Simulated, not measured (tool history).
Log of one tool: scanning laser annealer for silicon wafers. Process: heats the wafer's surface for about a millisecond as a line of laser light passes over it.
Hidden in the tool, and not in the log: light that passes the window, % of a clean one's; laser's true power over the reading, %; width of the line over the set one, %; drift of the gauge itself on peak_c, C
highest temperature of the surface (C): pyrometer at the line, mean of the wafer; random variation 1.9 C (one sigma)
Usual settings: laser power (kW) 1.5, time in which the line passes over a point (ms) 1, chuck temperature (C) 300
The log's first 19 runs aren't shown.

| run | day | laser power (kW) | time in which the line passes over a point (ms) | chuck temperature (C) | hours of work since the window was cleaned | hours of work since the power meter was calibrated | hours of work since the optics were aligned | highest temperature of the surface (C) |
|---|---|---|---|---|---|---|---|---|
| 20 | 19.775 | 1.5 | 0.92 | 300 | 153 | 449 | 332 | 1053 |
| 21 | 20.804 | 1.5 | 0.92 | 300 | 170 | 466 | 349 | 1051 |
| 22 | 21.508 | 1.58 | 1.23 | 300 | 181 | 477 | 360 | 1207 |
| 23 | 23 | 1.58 | 1.23 | 300 | 206 | 502 | 385 | 1202 |
| 24 | 24.196 | 1.58 | 1.23 | 300 | 225 | 521 | 405 | 1202 |
| 25 | 25.429 | 1.569 | 1 | 300 | 246 | 542 | 425 | 1107 |
| 26 | 26.267 | 1.5 | 1.23 | 265 | 260 | 556 | 439 | 1119 |
| 27 | 27.242 | 1.5 | 1.03 | 299 | 276 | 572 | 455 | 1079 |
| 28 | 28.475 | 1.556 | 0.76 | 262 | 296 | 592 | 475 | 958 |
| 29 | 29.429 | 1.556 | 1.16 | 310 | 312 | 608 | 491 | 1161 |
| 30 | 30.325 | 1.407 | 0.77 | 300 | 326 | 622 | 506 | 931 |
| 31 | 31.762 | 1.407 | 0.77 | 300 | 350 | 646 | 529 | 929 |
| 32 | 32.988 | 1.644 | 0.86 | 327 | 370 | 666 | 549 | 1098 |
| 33 | 33.808 | 1.59 | 0.9 | 319 | 384 | 680 | 563 | 1079 |
|  | 34.554 | window over the wafer cleaned |
| 34 | 35.221 | 1.612 | 0.97 | 293 | 11 | 702 | 585 | 1133 |

Forecast run 35:
| 35 | 36.554 | 1.375 | 1.01 | 300 | 33 | 724 | 607 | ? |

{"run 35": {"highest temperature of the surface (C)": 1033}}
Without the tool's hidden state the same run would have given highest temperature of the surface (C) 1045.
